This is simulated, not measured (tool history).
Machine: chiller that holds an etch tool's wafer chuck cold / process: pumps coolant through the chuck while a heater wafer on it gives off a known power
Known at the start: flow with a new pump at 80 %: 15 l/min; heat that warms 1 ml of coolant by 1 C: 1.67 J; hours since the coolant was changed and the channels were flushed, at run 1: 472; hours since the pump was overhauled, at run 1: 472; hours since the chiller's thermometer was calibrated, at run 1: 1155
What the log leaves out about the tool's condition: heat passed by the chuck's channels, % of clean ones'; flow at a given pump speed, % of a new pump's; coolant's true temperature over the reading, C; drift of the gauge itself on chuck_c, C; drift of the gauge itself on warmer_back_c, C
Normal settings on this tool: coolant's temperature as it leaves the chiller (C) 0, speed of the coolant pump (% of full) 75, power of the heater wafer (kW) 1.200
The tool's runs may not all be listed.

run	hour	coolant's temperature as it leaves the chiller (C)	speed of the coolant pump (% of full)	power of the heater wafer (kW)	hours since the coolant was changed and the channels were flushed	hours since the pump was overhauled	hours since the chiller's thermometer was calibrated	chuck's temperature once it has settled (C)	how much warmer the coolant comes back (C)
1	0.0	0	75	1.200	472	472	1155	12.9	3.04
2	145.3	0	75	1.200	617	617	1300	12.8	3.00
3	318.1	0	75	1.200	790	790	1473	13.0	3.04
4	439.8	0	75	1.200	912	912	1594	12.8	3.07
5	556.9	0	75	1.200	1029	1029	1711	13.1	3.04
6	746.9	0	75	1.200	1219	1219	1901	12.9	3.14
7	876.5	0	75	0.625	1349	1349	2031	6.7	1.57
8	1034.1	0	64	1.200	1506	1506	2189	13.9	3.63
9	1164.7	0	68	1.200	1637	1637	2319	13.5	3.30
10	1368.6	0	68	1.200	1841	1841	2523	13.6	3.37
11	1499.6	0	68	1.200	1972	1972	2654	13.5	3.39
12	1634.3	0	75	1.200	2106	2106	2789	13.0	3.03
13	1769.7	0	67	1.200	2242	2242	2924	13.5	3.45
14	1926.6	0	67	1.200	2399	2399	3081	13.7	3.44
15	2158.7	0	67	1.200	2631	2631	3313	13.4	3.46
# hour 2246.0: chiller's thermometer calibrated
16	2362.1	0	67	1.200	2833	2833	116	13.5	3.45
17	2536.9	0	67	1.200	3008	3008	291	13.5	3.42
18	2691.8	0	67	1.200	3163	3163	446	13.7	3.43
19	2801.6	7	75	1.200	3273	3273	556	19.9	3.05
20	2996.2	0	63	1.222	3467	3467	750	14.2	3.74
21	3117.1	0	90	1.222	3588	3588	871	12.1	2.62
22	3230.6	0	97	1.461	3702	3702	985	13.9	2.90
23	3385.9	0	97	1.461	3857	3857	1140	13.7	2.90
24	3592.1	0	97	1.461	4063	4063	1346	13.8	2.90
25	3690.2	0	97	1.461	4161	4161	1444	13.8	2.92
26	3793.3	-4	63	0.622	4264	4264	1547	3.1	1.87
27	3926.7	-4	63	0.622	4398	4398	1681	3.3	1.91
28	4135.9	-4	63	1.391	4607	4607	1890	12.1	4.21
29	4260.6	7	69	0.719	4732	4732	2015	15.0	2.03
30	4364.2	-6	75	0.762	4835	4835	2118	2.3	1.93
31	4570.1	0	74	1.002	5041	5041	2324	10.7	2.54

How the hidden state differs across the entries between the runs, from the last listed run before each to the first after it:
Between runs 15 and 16: chiller's thermometer calibrated (hour 2246.0)
  no hidden state differs between the two runs

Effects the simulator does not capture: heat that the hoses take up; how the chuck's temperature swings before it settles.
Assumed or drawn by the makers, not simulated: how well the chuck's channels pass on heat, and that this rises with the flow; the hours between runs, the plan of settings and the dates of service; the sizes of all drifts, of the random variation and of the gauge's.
